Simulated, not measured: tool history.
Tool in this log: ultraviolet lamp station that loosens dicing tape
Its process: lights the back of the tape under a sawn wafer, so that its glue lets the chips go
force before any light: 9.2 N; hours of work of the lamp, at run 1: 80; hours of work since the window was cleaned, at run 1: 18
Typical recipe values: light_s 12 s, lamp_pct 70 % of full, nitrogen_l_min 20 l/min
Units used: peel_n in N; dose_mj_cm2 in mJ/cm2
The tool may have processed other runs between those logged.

| run | hour | light_s | lamp_pct | nitrogen_l_min | hours of work of the lamp | hours of work since the window was cleaned | peel_n | dose_mj_cm2 |
|---|---|---|---|---|---|---|---|---|
| 1 | 0 | 12 | 70 | 20 | 80 | 18 | 0.885 | 372 |
| 2 | 27.5 | 12 | 70 | 20 | 100 | 38 | 0.91 | 367 |
| 3 | 76.4 | 12 | 70 | 20 | 137 | 74 | 0.899 | 358 |
| 4 | 102.4 | 12 | 70 | 20 | 156 | 93 | 0.917 | 363 |
| 5 | 140.8 | 12 | 70 | 20 | 184 | 122 | 0.94 | 356 |
| 6 | 180 | 12 | 70 | 20 | 213 | 151 | 0.976 | 348 |
| 7 | 207 | 12 | 70 | 20 | 233 | 171 | 0.967 | 344 |
| 8 | 249.1 | 12 | 70 | 9 | 264 | 202 | 1.738 | 345 |
| 9 | 302.8 | 12 | 73 | 20 | 304 | 241 | 0.944 | 352 |
| 10 | 359.2 | 23 | 70 | 20 | 345 | 283 | 0.221 | 639 |
| 11 | 402.3 | 12 | 70 | 20 | 377 | 315 | 1.133 | 330 |
| 12 | 432.9 | 12 | 70 | 20 | 400 | 337 | 1.152 | 323 |
| 13 | 457.1 | 12 | 70 | 20 | 418 | 355 | 1.166 | 321 |
| 14 | 508.3 | 12 | 84 | 20 | 455 | 393 | 0.839 | 382 |
| 15 | 543.8 | 12 | 84 | 20 | 482 | 419 | 0.835 | 374 |
| 16 | 569.3 | 12 | 84 | 20 | 500 | 438 | 0.875 | 370 |
| 17 | 623.7 | 8 | 84 | 20 | 541 | 478 | 1.889 | 246 |
| 18 | 660.2 | 8 | 84 | 20 | 568 | 505 | 1.877 | 243 |
| 19 | 704.7 | 8 | 84 | 20 | 600 | 538 | 1.84 | 240 |
| 20 | 747.8 | 8 | 84 | 20 | 632 | 570 | 2.014 | 233 |
| 21 | 803.7 | 8 | 84 | 20 | 673 | 611 | 2.021 | 235 |
| 22 | 853.1 | 8 | 84 | 20 | 710 | 648 | 2.117 | 225 |
|  | 899.2 | window cleaned of glue's vapour |
| 23 | 909.4 | 12 | 72 | 11 | 751 | 8 | 2.224 | 275 |
| 24 | 941.4 | 12 | 72 | 11 | 775 | 31 | 2.286 | 270 |
| 25 | 989.1 | 12 | 72 | 11 | 810 | 66 | 2.28 | 267 |
| 26 | 1039.4 | 12 | 72 | 11 | 847 | 103 | 2.313 | 264 |
|  | 1066.3 | window cleaned of glue's vapour, once more |
| 27 | 1085.4 | 11 | 70 | 38 | 881 | 14 | 0.956 | 296 |
| 28 | 1117.5 | 11 | 70 | 38 | 904 | 38 | 0.937 | 295 |
| 29 | 1146.5 | 20 | 91 | 38 | 926 | 59 | 0.129 | 691 |
| 30 | 1202.1 | 20 | 91 | 38 | 967 | 100 | 0.132 | 678 |
| 31 | 1253.8 | 20 | 66 | 24 | 1005 | 138 | 0.404 | 480 |
| 32 | 1290.4 | 20 | 64 | 39 | 1032 | 165 | 0.319 | 458 |
| 33 | 1320.8 | 13 | 69 | 8 | 1054 | 188 | 2.034 | 319 |
| 34 | 1364 | 14 | 71 | 9 | 1086 | 220 | 1.652 | 348 |
| 35 | 1401.4 | 12 | 69 | 9 | 1114 | 247 | 2.296 | 289 |
| 36 | 1432 | 6 | 70 | 35 | 1136 | 270 | 3.06 | 145 |
| 37 | 1462.2 | 11 | 68 | 16 | 1159 | 292 | 2.012 | 255 |
| 38 | 1497.1 | 7 | 98 | 18 | 1185 | 318 | 2.23 | 234 |
| 39 | 1533.8 | 7 | 98 | 18 | 1212 | 345 | 2.232 | 225 |
| 40 | 1577 | 10 | 84 | 20 | 1243 | 377 | 1.563 | 276 |
| 41 | 1608.4 | 10 | 84 | 20 | 1267 | 400 | 1.541 | 270 |
| 42 | 1656 | 8 | 70 | 29 | 1302 | 435 | 2.524 | 179 |
| 43 | 1699.2 | 7 | 77 | 16 | 1334 | 467 | 3.325 | 169 |

Each row is a separate what-if for the run after 43, all from the same tool condition, not one after another. Results?
|  | 1724 | lamp changed |
| A | 1748.9 | 6 | 64 | 8 | 18 | 503 | ? | ? |
|  | 1724 | lamp changed |
| B | 1748.9 | 6 | 77 | 21 | 18 | 503 | ? | ? |
|  | 1724 | lamp changed |
| C | 1748.9 | 12 | 65 | 20 | 18 | 503 | ? | ? |

| run | peel_n | dose_mj_cm2 |
|---|---|---|
| A | 4.46 | 160 |
| B | 2.74 | 185 |
| C | 1.198 | 317 |
With no hidden state in the tool, these same runs would have given:
| run | peel_n | dose_mj_cm2 |
|---|---|---|
| A | 4.064 | 180 |
| B | 2.342 | 209 |
| C | 0.936 | 358 |
